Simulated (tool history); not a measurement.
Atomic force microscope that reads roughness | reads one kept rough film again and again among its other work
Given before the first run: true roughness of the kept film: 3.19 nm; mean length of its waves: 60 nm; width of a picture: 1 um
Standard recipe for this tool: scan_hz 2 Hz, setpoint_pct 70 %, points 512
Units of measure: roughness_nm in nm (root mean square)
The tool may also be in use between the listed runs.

run 1 day=0 | scan_hz=2 setpoint_pct=70 points=512 | roughness_nm=2.711
run 2 day=0.412 | scan_hz=2 setpoint_pct=70 points=512 | roughness_nm=2.695
run 3 day=0.617 | scan_hz=2 setpoint_pct=70 points=512 | roughness_nm=2.682
run 4 day=1.021 | scan_hz=2 setpoint_pct=70 points=512 | roughness_nm=2.679
run 5 day=1.2 | scan_hz=2 setpoint_pct=70 points=512 | roughness_nm=2.67
run 6 day=1.375 | scan_hz=2 setpoint_pct=70 points=474 | roughness_nm=2.676
run 7 day=1.721 | scan_hz=2 setpoint_pct=70 points=512 | roughness_nm=2.668
run 8 day=1.9 | scan_hz=2 setpoint_pct=70 points=512 | roughness_nm=2.656
run 9 day=2.15 | scan_hz=2 setpoint_pct=66 points=512 | roughness_nm=2.651
run 10 day=2.517 | scan_hz=2 setpoint_pct=66 points=512 | roughness_nm=2.665
-- day=2.733 new tip fitted
run 11 day=2.821 | scan_hz=2 setpoint_pct=66 points=512 | roughness_nm=2.917
run 12 day=3.212 | scan_hz=2 setpoint_pct=66 points=512 | roughness_nm=2.902
run 13 day=3.462 | scan_hz=2 setpoint_pct=66 points=303 | roughness_nm=2.896
run 14 day=3.808 | scan_hz=2 setpoint_pct=66 points=303 | roughness_nm=2.877
run 15 day=4.162 | scan_hz=2 setpoint_pct=66 points=303 | roughness_nm=2.865
run 16 day=4.383 | scan_hz=2 setpoint_pct=66 points=303 | roughness_nm=2.869
run 17 day=4.629 | scan_hz=2 setpoint_pct=70 points=512 | roughness_nm=2.8
run 18 day=5.038 | scan_hz=2 setpoint_pct=70 points=512 | roughness_nm=2.808
run 19 day=5.325 | scan_hz=2 setpoint_pct=70 points=512 | roughness_nm=2.804
run 20 day=5.592 | scan_hz=2 setpoint_pct=70 points=512 | roughness_nm=2.767
run 21 day=6.008 | scan_hz=0.77 setpoint_pct=70 points=512 | roughness_nm=2.899
run 22 day=6.433 | scan_hz=0.77 setpoint_pct=70 points=512 | roughness_nm=2.863
run 23 day=6.788 | scan_hz=2 setpoint_pct=70 points=512 | roughness_nm=2.751
run 24 day=7.217 | scan_hz=2 setpoint_pct=63 points=512 | roughness_nm=2.808
run 25 day=7.592 | scan_hz=2 setpoint_pct=63 points=512 | roughness_nm=2.763
run 26 day=7.979 | scan_hz=2.79 setpoint_pct=69 points=308 | roughness_nm=2.652
run 27 day=8.375 | scan_hz=1.4 setpoint_pct=59 points=310 | roughness_nm=2.78
run 28 day=8.683 | scan_hz=2 setpoint_pct=88 points=512 | roughness_nm=2.453
run 29 day=8.929 | scan_hz=3.3 setpoint_pct=57 points=381 | roughness_nm=2.708
run 30 day=9.279 | scan_hz=3.3 setpoint_pct=57 points=554 | roughness_nm=2.709
run 31 day=9.683 | scan_hz=3.3 setpoint_pct=57 points=554 | roughness_nm=2.678
run 32 day=9.958 | scan_hz=0.98 setpoint_pct=78 points=954 | roughness_nm=2.66
run 33 day=10.25 | scan_hz=2.23 setpoint_pct=86 points=954 | roughness_nm=2.397
run 34 day=10.438 | scan_hz=0.63 setpoint_pct=70 points=350 | roughness_nm=2.699
run 35 day=10.662 | scan_hz=0.63 setpoint_pct=70 points=350 | roughness_nm=2.709
run 36 day=10.917 | scan_hz=1.82 setpoint_pct=61 points=538 | roughness_nm=2.679
-- day=11.075 new tip fitted
run 37 day=11.233 | scan_hz=1.82 setpoint_pct=61 points=538 | roughness_nm=2.959
run 38 day=11.417 | scan_hz=1.91 setpoint_pct=56 points=512 | roughness_nm=2.982
run 39 day=11.65 | scan_hz=0.86 setpoint_pct=82 points=771 | roughness_nm=2.889
run 40 day=11.979 | scan_hz=0.86 setpoint_pct=82 points=771 | roughness_nm=2.88
run 41 day=12.304 | scan_hz=0.86 setpoint_pct=82 points=771 | roughness_nm=2.878
run 42 day=12.554 | scan_hz=0.86 setpoint_pct=82 points=771 | roughness_nm=2.862
run 43 day=12.742 | scan_hz=2 setpoint_pct=57 points=605 | roughness_nm=2.928
run 44 day=12.946 | scan_hz=1.62 setpoint_pct=69 points=307 | roughness_nm=2.847
run 45 day=13.142 | scan_hz=1.62 setpoint_pct=69 points=307 | roughness_nm=2.837
run 46 day=13.533 | scan_hz=2.64 setpoint_pct=62 points=512 | roughness_nm=2.814
run 47 day=13.908 | scan_hz=2 setpoint_pct=70 points=686 | roughness_nm=2.775

For some of the steps in roughness_nm from one run to the next: how much would appear even if the tool had no hidden state, given the settings, what came in and random variation, and how much remains for the hidden state plus any gauge scatter that the measured result and the result without hidden state don't share?
The tool's hidden condition here consists of: radius of the tip, nm; height scale over the true one, %; drift of the gauge itself on roughness_nm, %.
Run 10 -> 11: new tip fitted. roughness_nm +0.252 nm (root mean square): hidden state +0.259, all else -0.007.
Run 27 -> 28: scan_hz 1.4 -> 2, setpoint_pct 59 -> 88, points 310 -> 512. roughness_nm -0.327 nm (root mean square): hidden state +0.016, all else -0.343.
Run 33 -> 34: scan_hz 2.23 -> 0.63, setpoint_pct 86 -> 70, points 954 -> 350. roughness_nm +0.302 nm (root mean square): hidden state -0.04, all else +0.342.
Run 36 -> 37: new tip fitted. roughness_nm +0.28 nm (root mean square): hidden state +0.285, all else -0.005.
